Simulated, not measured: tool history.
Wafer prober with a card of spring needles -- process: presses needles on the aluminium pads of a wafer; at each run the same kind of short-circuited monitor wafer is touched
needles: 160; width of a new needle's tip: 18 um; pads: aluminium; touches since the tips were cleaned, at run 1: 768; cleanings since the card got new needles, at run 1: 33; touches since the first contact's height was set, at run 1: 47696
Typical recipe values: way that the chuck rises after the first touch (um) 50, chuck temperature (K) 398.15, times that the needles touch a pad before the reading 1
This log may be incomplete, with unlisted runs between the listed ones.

| run | hour | way that the chuck rises after the first touch (um) | chuck temperature (K) | times that the needles touch a pad before the reading | touches since the tips were cleaned | cleanings since the card got new needles | touches since the first contact's height was set | resistance of one needle with its contact and lead (mohm) | way that a needle slides on the pad (um) |
|---|---|---|---|---|---|---|---|---|---|
| 1 | 0 | 50 | 398.15 | 1 | 768 | 33 | 47696 | 246 | 12.09 |
| 2 | 11.3 | 33 | 398.15 | 1 | 7116 | 33 | 54044 | 263 | 7.92 |
|  | 15 | tips cleaned on abrasive film |
| 3 | 23.4 | 33 | 398.15 | 1 | 4715 | 34 | 60780 | 262 | 7.98 |
|  | 30.6 | tips cleaned on abrasive film |
| 4 | 35.9 | 33 | 398.15 | 2 | 2972 | 35 | 67788 | 262 | 7.97 |
|  | 46.8 | tips cleaned on abrasive film |
| 5 | 50.3 | 50 | 398.15 | 1 | 1969 | 36 | 75795 | 247 | 12.07 |
|  | 63.5 | tips cleaned on abrasive film |
| 6 | 66.8 | 50 | 301.15 | 1 | 1853 | 37 | 85035 | 219 | 12.09 |
|  | 79.8 | tips cleaned on abrasive film |
| 7 | 83.4 | 50 | 301.15 | 1 | 2002 | 38 | 94299 | 217 | 12.09 |
| 8 | 94.9 | 50 | 301.15 | 1 | 8476 | 38 | 100773 | 221 | 12.07 |
|  | 96.1 | tips cleaned on abrasive film |
| 9 | 109.6 | 50 | 398.15 | 1 | 7579 | 39 | 108997 | 245 | 12.06 |
|  | 112.1 | tips cleaned on abrasive film |
| 10 | 121.2 | 50 | 300.15 | 1 | 5127 | 40 | 115487 | 219 | 12.04 |
|  | 128.8 | tips cleaned on abrasive film |
| 11 | 133.2 | 50 | 398.15 | 1 | 2475 | 41 | 122161 | 249 | 11.99 |
|  | 144.4 | tips cleaned on abrasive film |
| 12 | 146.9 | 50 | 398.15 | 1 | 1432 | 42 | 129821 | 245 | 12.02 |
| 13 | 155.8 | 50 | 398.15 | 1 | 6418 | 42 | 134807 | 244 | 12.03 |
|  | 160.5 | tips cleaned on abrasive film |
| 14 | 164.6 | 49 | 398.15 | 1 | 2295 | 43 | 139724 | 246 | 11.79 |
|  | 175.3 | height of the first contact set anew |
|  | 176.9 | tips cleaned on abrasive film |
| 15 | 180 | 49 | 398.15 | 1 | 1707 | 44 | 2582 | 246 | 11.74 |
| 16 | 188.9 | 49 | 398.15 | 1 | 6707 | 44 | 7582 | 247 | 11.77 |
|  | 192.4 | tips cleaned on abrasive film |
| 17 | 198.5 | 49 | 398.15 | 1 | 3435 | 45 | 12971 | 246 | 11.78 |
|  | 208.2 | tips cleaned on abrasive film |
| 18 | 213 | 30 | 348.15 | 1 | 2660 | 46 | 21031 | 249 | 7.17 |
| 19 | 223.2 | 30 | 348.15 | 1 | 8439 | 46 | 26810 | 249 | 7.24 |
|  | 224.5 | tips cleaned on abrasive film |
| 20 | 237 | 63 | 314.15 | 2 | 7062 | 47 | 34505 | 215 | 15.1 |
|  | 241 | tips cleaned on abrasive film |
| 21 | 250.4 | 60 | 367.15 | 1 | 5314 | 48 | 41986 | 237 | 14.37 |
|  | 256.9 | tips cleaned on abrasive film |
| 22 | 258.1 | 60 | 367.15 | 1 | 664 | 49 | 46249 | 234 | 14.41 |
|  | 272.5 | tips cleaned on abrasive film |
| 23 | 275.4 | 60 | 367.15 | 1 | 1653 | 50 | 55944 | 232 | 14.39 |
| 24 | 283.6 | 50 | 355.15 | 1 | 6270 | 50 | 60561 | 234 | 11.99 |
|  | 288.5 | tips cleaned on abrasive film |
| 25 | 299.2 | 37 | 355.15 | 3 | 6038 | 51 | 69259 | 243 | 8.86 |
|  | 304.6 | tips cleaned on abrasive film |
| 26 | 309.8 | 63 | 320.15 | 2 | 2883 | 52 | 75139 | 215 | 15.09 |
|  | 320 | tips cleaned on abrasive film |
| 27 | 323 | 67 | 358.15 | 1 | 1699 | 53 | 82526 | 228 | 16.09 |
|  | 335.4 | tips cleaned on abrasive film |
| 28 | 335.4 | 61 | 334.15 | 2 | 0 | 54 | 89447 | 222 | 14.52 |
| 29 | 343.9 | 61 | 334.15 | 2 | 4761 | 54 | 94208 | 224 | 14.55 |
|  | 350.8 | tips cleaned on abrasive film |
| 30 | 352.7 | 61 | 334.15 | 2 | 1084 | 55 | 99152 | 226 | 14.55 |
| 31 | 360 | 61 | 340.15 | 1 | 5162 | 55 | 103230 | 225 | 14.56 |
|  | 366.9 | tips cleaned on abrasive film |
| 32 | 367.5 | 39 | 307.15 | 2 | 368 | 56 | 107411 | 230 | 9.27 |

Difference, measured minus no-hidden-state, one row per run. Run-to-run variation is common to both terms; the gauge's own scatter need not be:
What the log doesn't record here: debris on the tips, nm; way that the needles fall short of the set height, um; tips' diameter, um; drift of the gauge itself on contact_mohm, %; drift of the gauge itself on scrub_um, %.
| run | way that a needle slides on the pad (um) |
|---|---|
| 1 | +0 |
| 2 | +0 |
| 3 | -0.01 |
| 4 | -0.01 |
| 5 | -0.03 |
| 6 | -0.03 |
| 7 | -0.04 |
| 8 | -0.05 |
| 9 | -0.05 |
| 10 | -0.06 |
| 11 | -0.06 |
| 12 | -0.07 |
| 13 | -0.07 |
| 14 | -0.08 |
| 15 | -0.08 |
| 16 | -0.09 |
| 17 | -0.1 |
| 18 | -0.06 |
| 19 | -0.06 |
| 20 | -0.15 |
| 21 | -0.15 |
| 22 | -0.15 |
| 23 | -0.16 |
| 24 | -0.13 |
| 25 | -0.1 |
| 26 | -0.19 |
| 27 | -0.21 |
| 28 | -0.2 |
| 29 | -0.21 |
| 30 | -0.21 |
| 31 | -0.21 |
| 32 | -0.14 |
resistance of one needle with its contact and lead (mohm): at most 1 away from the measurement, every run.
